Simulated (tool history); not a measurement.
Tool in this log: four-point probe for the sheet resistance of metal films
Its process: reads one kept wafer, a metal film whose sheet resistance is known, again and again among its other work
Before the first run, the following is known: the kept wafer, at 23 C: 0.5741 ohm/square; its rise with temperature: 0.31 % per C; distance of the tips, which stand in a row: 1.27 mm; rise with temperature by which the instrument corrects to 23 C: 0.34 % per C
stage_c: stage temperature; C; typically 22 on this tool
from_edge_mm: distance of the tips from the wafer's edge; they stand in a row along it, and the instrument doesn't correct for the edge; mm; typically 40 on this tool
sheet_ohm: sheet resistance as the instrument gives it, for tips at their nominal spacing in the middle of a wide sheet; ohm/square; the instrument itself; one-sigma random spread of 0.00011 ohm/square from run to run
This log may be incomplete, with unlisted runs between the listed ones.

run 1 day=0 | stage_c=22 from_edge_mm=40 | sheet_ohm=0.574321
run 2 day=1.392 | stage_c=22 from_edge_mm=40 | sheet_ohm=0.574666
run 3 day=3.008 | stage_c=22 from_edge_mm=40 | sheet_ohm=0.574486
run 4 day=4.208 | stage_c=22 from_edge_mm=40 | sheet_ohm=0.574569
run 5 day=5.229 | stage_c=22 from_edge_mm=40 | sheet_ohm=0.574647
run 6 day=6.762 | stage_c=22 from_edge_mm=40 | sheet_ohm=0.57448
run 7 day=7.708 | stage_c=22 from_edge_mm=40 | sheet_ohm=0.57457
run 8 day=9.488 | stage_c=23 from_edge_mm=40 | sheet_ohm=0.574255
run 9 day=11.392 | stage_c=23 from_edge_mm=40 | sheet_ohm=0.574318
run 10 day=12.65 | stage_c=22 from_edge_mm=17 | sheet_ohm=0.57594
run 11 day=13.538 | stage_c=22 from_edge_mm=17 | sheet_ohm=0.576137
run 12 day=14.754 | stage_c=22 from_edge_mm=17 | sheet_ohm=0.57581
run 13 day=16.342 | stage_c=27 from_edge_mm=3 | sheet_ohm=0.623548
run 14 day=18.267 | stage_c=27 from_edge_mm=3 | sheet_ohm=0.623346
run 15 day=19.604 | stage_c=27 from_edge_mm=3 | sheet_ohm=0.623894
run 16 day=21.229 | stage_c=27 from_edge_mm=3 | sheet_ohm=0.623519
run 17 day=22.333 | stage_c=27 from_edge_mm=3 | sheet_ohm=0.623823

Run 18 has not been measured yet. What should we expect?
run 18 day=23.554 | stage_c=25 from_edge_mm=39 | sheet_ohm=?

Run 18 produced sheet_ohm 0.574232 ohm/square.
With no hidden state in the tool, this same run would have given sheet_ohm 0.574255 ohm/square.
